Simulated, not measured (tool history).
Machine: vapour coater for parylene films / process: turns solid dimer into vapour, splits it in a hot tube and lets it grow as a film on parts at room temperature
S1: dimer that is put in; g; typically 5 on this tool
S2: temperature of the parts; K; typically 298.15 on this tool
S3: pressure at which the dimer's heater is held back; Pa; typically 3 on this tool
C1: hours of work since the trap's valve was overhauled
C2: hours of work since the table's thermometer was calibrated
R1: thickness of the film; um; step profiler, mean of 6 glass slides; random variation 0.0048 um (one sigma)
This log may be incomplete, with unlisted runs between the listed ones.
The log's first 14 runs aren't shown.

run,hour,S1,S2,S3,C1,C2,R1
15,250.2,5,298.15,3,336,190,0.973
16,263.3,5,300.15,3,344,198,0.919
17,284.2,5,300.15,3,358,212,0.915
18,296.2,5,298.15,3,366,220,0.969
19,311.1,4,291.15,11.02,376,230,0.842
# hour 318.3: trap's valve overhauled
20,327.7,5,294.15,3,6,238,1.169
21,342.1,7,297.15,3,16,247,1.484
22,359.4,2,298.15,2.82,27,259,0.412
23,369.7,6,304.15,5.31,34,265,0.956
# hour 372.3: table's thermometer calibrated
24,388.8,6,304.15,5.31,46,11,0.964
25,413.1,6,304.15,5.31,62,27,0.951
26,425.9,6,304.15,5.31,70,35,0.952
27,437.1,5,306.15,2.51,77,43,0.808
28,458.8,7,292.15,10.49,92,57,1.519
# hour 468.7: table's thermometer calibrated, once more
29,483.6,2,308.15,8.05,107,10,0.26
30,507.8,2,308.15,8.05,123,26,0.256
31,522.1,2,308.15,8.05,132,35,0.258
32,543.3,5,298.15,3,146,49,1.002
33,562.1,5,298.15,3,159,61,1.004

Alternative continuations, all from the tool just after run 33; predict every row:
A,575.4,5,301.15,3,167,70,?
B,575.4,3,298.15,8.27,167,70,?
C,575.4,2,298.15,3,167,70,?
D,575.4,8,298.15,3,167,70,?

run,R1
A,0.9
B,0.536
C,0.394
D,1.59
The same runs, with their run-to-run variation unchanged, on a tool lacking any hidden condition would have given:
run,R1
A,0.929
B,0.554
C,0.407
D,1.642

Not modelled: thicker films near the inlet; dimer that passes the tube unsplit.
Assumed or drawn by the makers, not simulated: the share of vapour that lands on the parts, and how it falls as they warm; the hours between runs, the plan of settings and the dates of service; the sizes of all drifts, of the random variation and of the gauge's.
